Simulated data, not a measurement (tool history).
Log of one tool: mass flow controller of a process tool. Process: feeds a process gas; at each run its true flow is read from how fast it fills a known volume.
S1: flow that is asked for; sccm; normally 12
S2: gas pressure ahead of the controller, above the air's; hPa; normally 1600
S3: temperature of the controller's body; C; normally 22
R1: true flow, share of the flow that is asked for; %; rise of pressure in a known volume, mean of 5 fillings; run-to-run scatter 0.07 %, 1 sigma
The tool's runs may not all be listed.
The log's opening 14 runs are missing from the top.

run 15 hour=4559.8 | S1=12 S2=1460 S3=22 | R1=98.98
run 16 hour=4836.5 | S1=12 S2=2720 S3=22 | R1=98.58
run 17 hour=5245.5 | S1=12 S2=1480 S3=22 | R1=98.94
run 18 hour=5652.9 | S1=9 S2=1600 S3=22 | R1=98.55
run 19 hour=5941.4 | S1=9 S2=1600 S3=22 | R1=98.54
run 20 hour=6185.6 | S1=9 S2=1600 S3=22 | R1=98.72
run 21 hour=6486.6 | S1=8 S2=2470 S3=32 | R1=98.74
run 22 hour=6792.4 | S1=10 S2=2470 S3=40 | R1=99.25
run 23 hour=7150.5 | S1=2 S2=1660 S3=35 | R1=98.47
run 24 hour=7635.1 | S1=3 S2=1790 S3=22 | R1=97.62
run 25 hour=8078.7 | S1=3 S2=2160 S3=22 | R1=97.68
run 26 hour=8538.3 | S1=12 S2=1620 S3=25 | R1=99.15
run 27 hour=8849.1 | S1=12 S2=1620 S3=25 | R1=99.24
run 28 hour=9242.4 | S1=12 S2=1620 S3=25 | R1=99.18
run 29 hour=9595.7 | S1=9 S2=1400 S3=22 | R1=98.60
run 30 hour=9851.4 | S1=20 S2=1400 S3=31 | R1=100.61
run 31 hour=10125.0 | S1=5 S2=2060 S3=21 | R1=97.90
run 32 hour=10549.1 | S1=3 S2=1570 S3=40 | R1=99.01
run 33 hour=10912.1 | S1=12 S2=1560 S3=29 | R1=99.37
run 34 hour=11207.0 | S1=4 S2=1860 S3=24 | R1=97.98
run 35 hour=11634.6 | S1=8 S2=1600 S3=29 | R1=98.97
run 36 hour=12082.9 | S1=5 S2=1830 S3=22 | R1=98.18

3 ways to go on from here, each from the tool as it stands after run 36. What would each give?
run A hour=12386.9 | S1=12 S2=1910 S3=22 | R1=?
run B hour=12386.9 | S1=9 S2=1830 S3=24 | R1=?
run C hour=12386.9 | S1=7 S2=2090 S3=32 | R1=?

run=A R1=99.03
run=B R1=98.71
run=C R1=98.78
With the hidden condition removed and each run's random variation left untouched, the same runs would have given:
run=A R1=99.01
run=B R1=98.70
run=C R1=98.76
